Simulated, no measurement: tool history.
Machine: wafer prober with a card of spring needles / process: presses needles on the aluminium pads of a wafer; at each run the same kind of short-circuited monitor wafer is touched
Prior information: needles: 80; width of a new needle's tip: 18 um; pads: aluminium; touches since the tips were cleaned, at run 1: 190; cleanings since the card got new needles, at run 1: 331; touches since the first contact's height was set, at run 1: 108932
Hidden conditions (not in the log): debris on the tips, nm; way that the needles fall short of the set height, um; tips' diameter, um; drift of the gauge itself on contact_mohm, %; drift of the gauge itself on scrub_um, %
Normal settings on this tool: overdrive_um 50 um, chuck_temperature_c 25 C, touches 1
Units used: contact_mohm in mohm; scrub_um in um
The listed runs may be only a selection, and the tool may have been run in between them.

run,hour,overdrive_um,chuck_temperature_c,touches,touches since the tips were cleaned,cleanings since the card got new needles,touches since the first contact's height was set,contact_mohm,scrub_um
1,0.0,50,25,1,190,331,108932,258,10.06
# hour 3.9: tips cleaned on abrasive film
# hour 7.8: tips cleaned on abrasive film
# hour 11.7: tips cleaned on abrasive film
# hour 15.7: tips cleaned on abrasive film
# hour 20.5: tips cleaned on abrasive film
# hour 22.7: height of the first contact set anew
# hour 25.7: tips cleaned on abrasive film
# hour 29.6: tips cleaned on abrasive film
# hour 34.5: tips cleaned on abrasive film
# hour 38.4: tips cleaned on abrasive film
# hour 43.3: tips cleaned on abrasive film
# hour 48.2: tips cleaned on abrasive film
# hour 53.0: tips cleaned on abrasive film
# hour 56.9: tips cleaned on abrasive film
# hour 61.8: tips cleaned on abrasive film
# hour 65.7: tips cleaned on abrasive film
# hour 69.6: tips cleaned on abrasive film
# hour 74.5: tips cleaned on abrasive film
# hour 78.4: tips cleaned on abrasive film
2,80.5,50,25,1,1412,349,38528,378,10.42
# hour 82.5: tips cleaned on abrasive film
# hour 87.4: tips cleaned on abrasive film
# hour 92.2: tips cleaned on abrasive film
# hour 96.2: tips cleaned on abrasive film
# hour 101.0: tips cleaned on abrasive film
# hour 105.9: tips cleaned on abrasive film
# hour 110.8: tips cleaned on abrasive film
# hour 115.6: tips cleaned on abrasive film
# hour 119.6: tips cleaned on abrasive film
3,120.2,50,25,1,466,358,65040,291,10.28
# hour 124.2: tips cleaned on abrasive film
# hour 128.1: tips cleaned on abrasive film
# hour 133.0: tips cleaned on abrasive film
# hour 137.8: tips cleaned on abrasive film
# hour 141.7: tips cleaned on abrasive film
# hour 145.7: tips cleaned on abrasive film
# hour 150.5: tips cleaned on abrasive film
# hour 154.4: tips cleaned on abrasive film
# hour 158.4: tips cleaned on abrasive film
# hour 163.2: tips cleaned on abrasive film
# hour 167.1: tips cleaned on abrasive film
# hour 171.1: tips cleaned on abrasive film
# hour 175.9: tips cleaned on abrasive film
# hour 179.9: tips cleaned on abrasive film
# hour 183.8: tips cleaned on abrasive film
# hour 188.6: tips cleaned on abrasive film
# hour 193.5: tips cleaned on abrasive film
# hour 197.4: tips cleaned on abrasive film
# hour 201.6: tips cleaned on abrasive film
4,201.6,50,25,1,0,377,119246,242,9.95
# hour 206.4: tips cleaned on abrasive film
# hour 208.7: height of the first contact set anew
# hour 211.6: tips cleaned on abrasive film
# hour 215.5: tips cleaned on abrasive film
# hour 219.4: tips cleaned on abrasive film
# hour 224.3: tips cleaned on abrasive film
# hour 228.2: tips cleaned on abrasive film
# hour 233.1: tips cleaned on abrasive film
# hour 238.0: tips cleaned on abrasive film
# hour 242.8: tips cleaned on abrasive film
# hour 247.7: tips cleaned on abrasive film
# hour 251.6: tips cleaned on abrasive film
# hour 256.5: tips cleaned on abrasive film
# hour 261.4: tips cleaned on abrasive film
# hour 265.3: tips cleaned on abrasive film
# hour 269.2: tips cleaned on abrasive film
# hour 274.1: tips cleaned on abrasive film
# hour 279.0: tips cleaned on abrasive film
# hour 283.8: tips cleaned on abrasive film
5,283.8,50,34,1,0,395,50134,248,10.35
# hour 288.7: tips cleaned on abrasive film
# hour 293.6: tips cleaned on abrasive film
# hour 298.4: tips cleaned on abrasive film
# hour 303.3: tips cleaned on abrasive film
# hour 308.2: tips cleaned on abrasive film
# hour 312.1: tips cleaned on abrasive film
# hour 317.0: tips cleaned on abrasive film
# hour 321.8: tips cleaned on abrasive film
# hour 325.7: tips cleaned on abrasive film
# hour 329.7: tips cleaned on abrasive film
# hour 334.5: tips cleaned on abrasive film
# hour 339.4: tips cleaned on abrasive film
# hour 343.3: tips cleaned on abrasive film
# hour 348.2: tips cleaned on abrasive film
# hour 352.1: tips cleaned on abrasive film
# hour 356.0: tips cleaned on abrasive film
# hour 360.9: tips cleaned on abrasive film
# hour 364.8: tips cleaned on abrasive film
6,366.0,50,25,1,785,413,104964,358,10.09
# hour 368.9: tips cleaned on abrasive film
# hour 372.8: tips cleaned on abrasive film
# hour 377.7: tips cleaned on abrasive film
# hour 382.6: tips cleaned on abrasive film
# hour 386.5: tips cleaned on abrasive film
# hour 390.4: tips cleaned on abrasive film
# hour 394.5: height of the first contact set anew
# hour 395.6: tips cleaned on abrasive film
# hour 400.4: tips cleaned on abrasive film
# hour 404.4: tips cleaned on abrasive film
7,405.0,58,25,1,466,422,6979,279,12.19
# hour 409.0: tips cleaned on abrasive film
# hour 413.8: tips cleaned on abrasive film
# hour 418.7: tips cleaned on abrasive film
# hour 423.6: tips cleaned on abrasive film
# hour 427.5: tips cleaned on abrasive film
# hour 431.4: tips cleaned on abrasive film
# hour 436.3: tips cleaned on abrasive film
# hour 440.2: tips cleaned on abrasive film
# hour 444.1: tips cleaned on abrasive film
# hour 449.0: tips cleaned on abrasive film
8,452.0,49,81,1,2053,432,38334,460,10.14
# hour 453.0: tips cleaned on abrasive film
# hour 457.0: tips cleaned on abrasive film
# hour 461.8: tips cleaned on abrasive film
# hour 465.8: tips cleaned on abrasive film
# hour 469.7: tips cleaned on abrasive film
# hour 474.5: tips cleaned on abrasive film
# hour 479.4: tips cleaned on abrasive film
# hour 483.3: tips cleaned on abrasive film
# hour 488.2: tips cleaned on abrasive film
# hour 500.2: card fitted with new needles
# hour 505.1: tips cleaned on abrasive film
# hour 509.9: tips cleaned on abrasive film
# hour 513.9: tips cleaned on abrasive film
# hour 517.8: tips cleaned on abrasive film
# hour 522.2: tips cleaned on abrasive film
9,522.2,67,60,1,0,5,14653,218,14.13
# hour 527.0: tips cleaned on abrasive film
# hour 531.9: tips cleaned on abrasive film
# hour 535.8: tips cleaned on abrasive film
# hour 540.7: tips cleaned on abrasive film
# hour 545.6: tips cleaned on abrasive film
# hour 549.5: tips cleaned on abrasive film
# hour 554.4: tips cleaned on abrasive film
# hour 558.3: tips cleaned on abrasive film
# hour 563.1: tips cleaned on abrasive film
10,563.1,34,42,1,0,14,41959,234,6.95
# hour 567.0: tips cleaned on abrasive film
# hour 570.9: tips cleaned on abrasive film
# hour 575.8: tips cleaned on abrasive film
# hour 579.7: tips cleaned on abrasive film
# hour 584.6: tips cleaned on abrasive film
# hour 588.5: tips cleaned on abrasive film
# hour 593.4: tips cleaned on abrasive film
# hour 598.2: tips cleaned on abrasive film
# hour 603.1: tips cleaned on abrasive film
# hour 607.0: tips cleaned on abrasive film
# hour 611.9: tips cleaned on abrasive film
# hour 616.8: tips cleaned on abrasive film
# hour 620.7: tips cleaned on abrasive film
# hour 624.6: tips cleaned on abrasive film
11,627.3,42,27,2,1822,28,84804,310,8.45
# hour 629.3: tips cleaned on abrasive film
# hour 634.1: tips cleaned on abrasive film
# hour 638.1: tips cleaned on abrasive film
# hour 642.9: tips cleaned on abrasive film
# hour 647.8: tips cleaned on abrasive film
# hour 651.7: tips cleaned on abrasive film
# hour 656.6: tips cleaned on abrasive film
# hour 660.5: tips cleaned on abrasive film
# hour 665.4: tips cleaned on abrasive film
# hour 669.3: tips cleaned on abrasive film
12,671.8,35,47,1,1740,38,114543,452,6.85
# hour 673.8: tips cleaned on abrasive film
# hour 677.8: tips cleaned on abrasive film
# hour 681.7: tips cleaned on abrasive film
# hour 685.8: height of the first contact set anew
# hour 686.9: tips cleaned on abrasive film
# hour 691.7: tips cleaned on abrasive film
# hour 695.6: tips cleaned on abrasive film
# hour 699.6: tips cleaned on abrasive film
# hour 703.5: tips cleaned on abrasive film
# hour 708.3: tips cleaned on abrasive film
# hour 713.2: tips cleaned on abrasive film
# hour 717.1: tips cleaned on abrasive film
13,720.8,35,85,1,2504,49,23342,452,7.43

Each row is a separate what-if for the run after 13, all from the same tool condition, not one after another. Results?
# hour 721.9: tips cleaned on abrasive film
# hour 725.8: tips cleaned on abrasive film
# hour 729.7: tips cleaned on abrasive film
# hour 733.6: tips cleaned on abrasive film
# hour 738.5: tips cleaned on abrasive film
# hour 742.4: tips cleaned on abrasive film
# hour 746.3: tips cleaned on abrasive film
# hour 751.2: tips cleaned on abrasive film
# hour 755.1: tips cleaned on abrasive film
# hour 760.0: tips cleaned on abrasive film
# hour 763.9: tips cleaned on abrasive film
# hour 768.7: tips cleaned on abrasive film
# hour 772.7: tips cleaned on abrasive film
# hour 777.5: tips cleaned on abrasive film
# hour 781.5: tips cleaned on abrasive film
# hour 786.3: tips cleaned on abrasive film
# hour 791.2: tips cleaned on abrasive film
A,793.8,50,30,1,1744,66,71968,?,?
# hour 721.9: tips cleaned on abrasive film
# hour 725.8: tips cleaned on abrasive film
# hour 729.7: tips cleaned on abrasive film
# hour 733.6: tips cleaned on abrasive film
# hour 738.5: tips cleaned on abrasive film
# hour 742.4: tips cleaned on abrasive film
# hour 746.3: tips cleaned on abrasive film
# hour 751.2: tips cleaned on abrasive film
# hour 755.1: tips cleaned on abrasive film
# hour 760.0: tips cleaned on abrasive film
# hour 763.9: tips cleaned on abrasive film
# hour 768.7: tips cleaned on abrasive film
# hour 772.7: tips cleaned on abrasive film
# hour 777.5: tips cleaned on abrasive film
# hour 781.5: tips cleaned on abrasive film
# hour 786.3: tips cleaned on abrasive film
# hour 791.2: tips cleaned on abrasive film
B,793.8,38,48,1,1744,66,71968,?,?
# hour 721.9: tips cleaned on abrasive film
# hour 725.8: tips cleaned on abrasive film
# hour 729.7: tips cleaned on abrasive film
# hour 733.6: tips cleaned on abrasive film
# hour 738.5: tips cleaned on abrasive film
# hour 742.4: tips cleaned on abrasive film
# hour 746.3: tips cleaned on abrasive film
# hour 751.2: tips cleaned on abrasive film
# hour 755.1: tips cleaned on abrasive film
# hour 760.0: tips cleaned on abrasive film
# hour 763.9: tips cleaned on abrasive film
# hour 768.7: tips cleaned on abrasive film
# hour 772.7: tips cleaned on abrasive film
# hour 777.5: tips cleaned on abrasive film
# hour 781.5: tips cleaned on abrasive film
# hour 786.3: tips cleaned on abrasive film
# hour 791.2: tips cleaned on abrasive film
C,793.8,55,105,1,1744,66,71968,?,?
# hour 721.9: tips cleaned on abrasive film
# hour 725.8: tips cleaned on abrasive film
# hour 729.7: tips cleaned on abrasive film
# hour 733.6: tips cleaned on abrasive film
# hour 738.5: tips cleaned on abrasive film
# hour 742.4: tips cleaned on abrasive film
# hour 746.3: tips cleaned on abrasive film
# hour 751.2: tips cleaned on abrasive film
# hour 755.1: tips cleaned on abrasive film
# hour 760.0: tips cleaned on abrasive film
# hour 763.9: tips cleaned on abrasive film
# hour 768.7: tips cleaned on abrasive film
# hour 772.7: tips cleaned on abrasive film
# hour 777.5: tips cleaned on abrasive film
# hour 781.5: tips cleaned on abrasive film
# hour 786.3: tips cleaned on abrasive film
# hour 791.2: tips cleaned on abrasive film
D,793.8,60,86,1,1744,66,71968,?,?

run,contact_mohm,scrub_um
A,333,10.06
B,423,7.79
C,315,11.17
D,303,12.25
The same runs, with their run-to-run variation unchanged, on a tool lacking any hidden condition would have given:
run,contact_mohm,scrub_um
A,209,10.44
B,220,8.19
C,223,11.56
D,221,12.63
